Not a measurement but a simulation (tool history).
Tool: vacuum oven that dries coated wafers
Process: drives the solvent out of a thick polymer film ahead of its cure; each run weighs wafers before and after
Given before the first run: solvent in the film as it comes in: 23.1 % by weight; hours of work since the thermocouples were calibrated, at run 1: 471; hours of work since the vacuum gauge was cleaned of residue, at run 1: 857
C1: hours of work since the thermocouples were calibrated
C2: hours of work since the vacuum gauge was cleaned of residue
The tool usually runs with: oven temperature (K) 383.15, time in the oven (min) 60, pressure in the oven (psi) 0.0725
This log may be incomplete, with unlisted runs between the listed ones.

Run 1, hour 0.0: usual settings; C1 471; C2 857. Result: solvent left in the film (%) 3.34.
Run 2, hour 44.5: usual settings; C1 490; C2 876. Result: solvent left in the film (%) 3.34.
Run 3, hour 93.7: usual settings; C1 510; C2 896. Result: solvent left in the film (%) 3.41.
Run 4, hour 144.9: usual settings; C1 532; C2 918. Result: solvent left in the film (%) 3.39.
Run 5, hour 188.8: usual settings; C1 550; C2 936. Result: solvent left in the film (%) 3.36.
Run 6, hour 234.8: usual settings but pressure in the oven (psi) 0.0453; C1 569; C2 955. Result: solvent left in the film (%) 3.35.
Run 7, hour 289.3: usual settings but pressure in the oven (psi) 0.0453; C1 592; C2 978. Result: solvent left in the film (%) 3.20.
Run 8, hour 322.5: usual settings but time in the oven (min) 52, pressure in the oven (psi) 0.0453; C1 606; C2 992. Result: solvent left in the film (%) 4.10.
Run 9, hour 375.8: usual settings but time in the oven (min) 52, pressure in the oven (psi) 0.0453; C1 628; C2 1014. Result: solvent left in the film (%) 4.03.
Run 10, hour 422.4: usual settings but time in the oven (min) 52, pressure in the oven (psi) 0.0453; C1 648; C2 1034. Result: solvent left in the film (%) 4.08.
Run 11, hour 472.4: usual settings but time in the oven (min) 34; C1 669; C2 1055. Result: solvent left in the film (%) 6.80.
Run 12, hour 502.7: usual settings but time in the oven (min) 34; C1 682; C2 1068. Result: solvent left in the film (%) 6.91.
Run 13, hour 535.5: usual settings but time in the oven (min) 34; C1 695; C2 1081. Result: solvent left in the film (%) 6.98.
Run 14, hour 578.8: usual settings but oven temperature (K) 378.15, time in the oven (min) 34; C1 714; C2 1099. Result: solvent left in the film (%) 8.20.
Run 15, hour 605.0: usual settings but oven temperature (K) 392.15; C1 725; C2 1110. Result: solvent left in the film (%) 1.91.
Run 16, hour 650.2: usual settings but oven temperature (K) 392.15; C1 743; C2 1129. Result: solvent left in the film (%) 1.80.
Run 17, hour 698.3: usual settings but oven temperature (K) 392.15; C1 764; C2 1150. Result: solvent left in the film (%) 1.86.
Run 18, hour 734.1: usual settings but oven temperature (K) 375.15, time in the oven (min) 57, pressure in the oven (psi) 0.0582; C1 779; C2 1165. Result: solvent left in the film (%) 5.52.
Run 19, hour 757.7: usual settings but time in the oven (min) 68, pressure in the oven (psi) 0.0776; C1 789; C2 1174. Result: solvent left in the film (%) 2.77.
Run 20, hour 788.6: usual settings but oven temperature (K) 377.15, time in the oven (min) 83, pressure in the oven (psi) 0.1329; C1 802; C2 1187. Result: solvent left in the film (%) 3.37.
Run 21, hour 829.6: usual settings but pressure in the oven (psi) 0.0957; C1 819; C2 1205. Result: solvent left in the film (%) 3.43.
Run 22, hour 870.0: usual settings but pressure in the oven (psi) 0.0957; C1 836; C2 1222. Result: solvent left in the film (%) 3.66.
Run 23, hour 903.1: usual settings but time in the oven (min) 33, pressure in the oven (psi) 0.0957; C1 849; C2 1235. Result: solvent left in the film (%) 7.30.
Run 24, hour 927.0: usual settings but oven temperature (K) 393.15, pressure in the oven (psi) 0.0891; C1 860; C2 1245. Result: solvent left in the film (%) 1.75.
Run 25, hour 963.6: usual settings but oven temperature (K) 393.15, pressure in the oven (psi) 0.0891; C1 875; C2 1261. Result: solvent left in the film (%) 1.70.
Run 26, hour 986.7: usual settings but oven temperature (K) 393.15, pressure in the oven (psi) 0.0891; C1 885; C2 1270. Result: solvent left in the film (%) 1.73.
Run 27, hour 1023.4: usual settings but oven temperature (K) 393.15, pressure in the oven (psi) 0.0891; C1 900; C2 1286. Result: solvent left in the film (%) 1.72.
Run 28, hour 1079.8: usual settings but oven temperature (K) 396.15, pressure in the oven (psi) 0.0825; C1 924; C2 1309. Result: solvent left in the film (%) 1.37.
Run 29, hour 1122.7: usual settings but oven temperature (K) 369.15, time in the oven (min) 92, pressure in the oven (psi) 0.0654; C1 942; C2 1327. Result: solvent left in the film (%) 4.22.
Run 30, hour 1169.9: usual settings but oven temperature (K) 369.15, time in the oven (min) 92, pressure in the oven (psi) 0.0654; C1 961; C2 1347. Result: solvent left in the film (%) 4.09.
Run 31, hour 1205.1: usual settings but oven temperature (K) 374.15, time in the oven (min) 30, pressure in the oven (psi) 0.0654; C1 976; C2 1362. Result: solvent left in the film (%) 10.11.
Run 32, hour 1234.9: usual settings but oven temperature (K) 374.15, time in the oven (min) 30, pressure in the oven (psi) 0.0654; C1 989; C2 1374. Result: solvent left in the film (%) 9.98.

Branching from run 32: 5 alternative next runs. What would each branch give?
Run A, hour 1268.4: usual settings but oven temperature (K) 368.15, time in the oven (min) 48, pressure in the oven (psi) 0.0657; C1 1003; C2 1389. Result: solvent left in the film (%) ?.
Run B, hour 1268.4: usual settings but oven temperature (K) 370.15, time in the oven (min) 30, pressure in the oven (psi) 0.1108; C1 1003; C2 1389. Result: solvent left in the film (%) ?.
Run C, hour 1268.4: usual settings but oven temperature (K) 385.15, time in the oven (min) 41, pressure in the oven (psi) 0.0978; C1 1003; C2 1389. Result: solvent left in the film (%) ?.
Run D, hour 1268.4: usual settings but oven temperature (K) 369.15; C1 1003; C2 1389. Result: solvent left in the film (%) ?.
Run E, hour 1268.4: usual settings but oven temperature (K) 391.15, pressure in the oven (psi) 0.1500; C1 1003; C2 1389. Result: solvent left in the film (%) ?.

run  solvent left in the film (%)
  A                          8.66
  B                         11.13
  C                          5.34
  D                          7.05
  E                          2.36
Without the tool's hidden state the same runs would have given:
run  solvent left in the film (%)
  A                          8.62
  B                         11.10
  C                          5.30
  D                          7.00
  E                          2.33

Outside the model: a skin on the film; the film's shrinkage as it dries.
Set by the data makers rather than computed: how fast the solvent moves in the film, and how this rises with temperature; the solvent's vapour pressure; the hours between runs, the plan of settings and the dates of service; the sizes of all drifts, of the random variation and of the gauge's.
